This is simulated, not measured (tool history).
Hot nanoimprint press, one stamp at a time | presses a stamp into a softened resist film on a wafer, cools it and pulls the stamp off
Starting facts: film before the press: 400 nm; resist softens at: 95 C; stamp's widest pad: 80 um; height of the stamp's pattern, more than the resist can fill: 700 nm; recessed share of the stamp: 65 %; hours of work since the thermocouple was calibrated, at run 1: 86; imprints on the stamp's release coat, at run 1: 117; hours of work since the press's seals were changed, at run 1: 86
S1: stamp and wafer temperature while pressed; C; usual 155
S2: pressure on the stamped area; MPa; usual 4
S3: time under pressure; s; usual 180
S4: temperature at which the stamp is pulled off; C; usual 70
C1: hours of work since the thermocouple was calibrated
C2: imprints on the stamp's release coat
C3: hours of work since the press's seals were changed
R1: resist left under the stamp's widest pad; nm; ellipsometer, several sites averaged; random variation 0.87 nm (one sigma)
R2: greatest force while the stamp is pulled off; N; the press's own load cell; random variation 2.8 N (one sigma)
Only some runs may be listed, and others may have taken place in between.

{"run": 1, "hour": 0.0, "S1": 155, "S2": 4, "S3": 180, "S4": 70, "C1": 86, "C2": 117, "C3": 86, "R1": 213.4, "R2": 201}
{"run": 2, "hour": 12.0, "S1": 155, "S2": 4, "S3": 180, "S4": 70, "C1": 92, "C2": 142, "C3": 92, "R1": 213.5, "R2": 208}
{"run": 3, "hour": 25.7, "S1": 155, "S2": 4, "S3": 180, "S4": 70, "C1": 98, "C2": 171, "C3": 98, "R1": 213.4, "R2": 204}
{"run": 4, "hour": 32.5, "S1": 157, "S2": 4, "S3": 180, "S4": 70, "C1": 102, "C2": 185, "C3": 102, "R1": 194.9, "R2": 205}
{"run": 5, "hour": 45.8, "S1": 157, "S2": 4, "S3": 180, "S4": 70, "C1": 108, "C2": 213, "C3": 108, "R1": 195.9, "R2": 208}
{"run": 6, "hour": 53.8, "S1": 157, "S2": 4, "S3": 180, "S4": 70, "C1": 112, "C2": 230, "C3": 112, "R1": 194.6, "R2": 205}
{"run": 7, "hour": 61.0, "S1": 157, "S2": 4, "S3": 180, "S4": 70, "C1": 116, "C2": 245, "C3": 116, "R1": 194.2, "R2": 208}
{"run": 8, "hour": 70.9, "S1": 151, "S2": 4, "S3": 180, "S4": 70, "C1": 121, "C2": 266, "C3": 121, "R1": 257.2, "R2": 211}
{"run": 9, "hour": 81.6, "S1": 151, "S2": 4, "S3": 180, "S4": 70, "C1": 126, "C2": 288, "C3": 126, "R1": 257, "R2": 215}
{"run": 10, "hour": 88.7, "S1": 143, "S2": 4, "S3": 180, "S4": 70, "C1": 129, "C2": 303, "C3": 129, "R1": 335.9, "R2": 210}
{"run": 11, "hour": 95.0, "S1": 143, "S2": 4, "S3": 180, "S4": 70, "C1": 132, "C2": 316, "C3": 132, "R1": 338.5, "R2": 206}
{"run": 12, "hour": 107.5, "S1": 162, "S2": 4, "S3": 180, "S4": 70, "C1": 139, "C2": 342, "C3": 139, "R1": 154, "R2": 207}
{"run": 13, "hour": 119.8, "S1": 162, "S2": 4, "S3": 180, "S4": 70, "C1": 145, "C2": 368, "C3": 145, "R1": 152.8, "R2": 212}
{"run": 14, "hour": 127.3, "S1": 162, "S2": 4, "S3": 180, "S4": 70, "C1": 148, "C2": 383, "C3": 148, "R1": 153.2, "R2": 215}
{"run": 15, "hour": 139.9, "S1": 155, "S2": 4, "S3": 180, "S4": 70, "C1": 155, "C2": 410, "C3": 155, "R1": 215, "R2": 212}
{"run": 16, "hour": 149.4, "S1": 155, "S2": 4, "S3": 180, "S4": 70, "C1": 159, "C2": 430, "C3": 159, "R1": 215.3, "R2": 211}
{"run": 17, "hour": 159.9, "S1": 143, "S2": 2.81, "S3": 180, "S4": 75, "C1": 164, "C2": 451, "C3": 164, "R1": 354.8, "R2": 207}
{"run": 18, "hour": 166.8, "S1": 161, "S2": 2.81, "S3": 180, "S4": 78, "C1": 168, "C2": 466, "C3": 168, "R1": 185, "R2": 198}
{"hour": 170.5, "done": "plate thermocouple calibrated"}
{"run": 19, "hour": 175.5, "S1": 155, "S2": 4, "S3": 358, "S4": 66, "C1": 2, "C2": 478, "C3": 171, "R1": 166.1, "R2": 227}
{"run": 20, "hour": 186.4, "S1": 155, "S2": 4, "S3": 358, "S4": 66, "C1": 8, "C2": 501, "C3": 176, "R1": 166.5, "R2": 226}
{"run": 21, "hour": 198.2, "S1": 155, "S2": 4, "S3": 358, "S4": 66, "C1": 14, "C2": 525, "C3": 182, "R1": 165.2, "R2": 227}
{"run": 22, "hour": 205.1, "S1": 161, "S2": 3.09, "S3": 162, "S4": 70, "C1": 17, "C2": 540, "C3": 185, "R1": 186.1, "R2": 220}
{"run": 23, "hour": 217.7, "S1": 155, "S2": 2.6, "S3": 180, "S4": 73, "C1": 23, "C2": 566, "C3": 191, "R1": 249.4, "R2": 210}
{"run": 24, "hour": 229.9, "S1": 155, "S2": 2.6, "S3": 180, "S4": 73, "C1": 29, "C2": 592, "C3": 197, "R1": 249.4, "R2": 211}
{"run": 25, "hour": 237.8, "S1": 165, "S2": 4, "S3": 262, "S4": 70, "C1": 33, "C2": 608, "C3": 201, "R1": 112, "R2": 218}
{"hour": 246.5, "done": "stamp cleaned and given a new release coat"}
{"run": 26, "hour": 253.4, "S1": 153, "S2": 4.15, "S3": 154, "S4": 73, "C1": 38, "C2": 14, "C3": 206, "R1": 246.8, "R2": 193}
{"hour": 257.1, "done": "plate thermocouple calibrated, once more"}
{"run": 27, "hour": 266.5, "S1": 155, "S2": 2.77, "S3": 111, "S4": 68, "C1": 5, "C2": 35, "C3": 211, "R1": 282.5, "R2": 201}
{"run": 28, "hour": 278.9, "S1": 155, "S2": 2.77, "S3": 111, "S4": 68, "C1": 11, "C2": 61, "C3": 217, "R1": 280.6, "R2": 207}
{"run": 29, "hour": 292.8, "S1": 155, "S2": 3.16, "S3": 111, "S4": 68, "C1": 18, "C2": 90, "C3": 224, "R1": 274.4, "R2": 208}

Some steps in R1 between neighbouring runs. How much of each would the tool show without its hidden state too (settings, what came in, random variation), and how much is left for the hidden state, with any gauge scatter that isn't in both results?
Hidden conditions of the tool in this case: true temperature over the reading, C; pressure that arrives at the usual setting, %; grip of the stamp's worn release coat, % over a new coat's; drift of the gauge itself on residual_nm, %; drift of the gauge itself on pull_off_n, %.
Run 11 -> 12: S1 143 -> 162. R1 -184.5 nm: hidden state +0.3, all else -184.8.
Run 17 -> 18: S1 143 -> 161, S4 75 -> 78. R1 -169.8 nm: hidden state +0.4, all else -170.2.
Run 18 -> 19: S1 161 -> 155, S2 2.81 -> 4, S3 180 -> 358, S4 78 -> 66, plate thermocouple calibrated. R1 -18.9 nm: hidden state +0.8, all else -19.7.
Run 25 -> 26: S1 165 -> 153, S2 4 -> 4.15, S3 262 -> 154, S4 70 -> 73, stamp cleaned and given a new release coat. R1 +134.8 nm: hidden state +1.4, all else +133.4.

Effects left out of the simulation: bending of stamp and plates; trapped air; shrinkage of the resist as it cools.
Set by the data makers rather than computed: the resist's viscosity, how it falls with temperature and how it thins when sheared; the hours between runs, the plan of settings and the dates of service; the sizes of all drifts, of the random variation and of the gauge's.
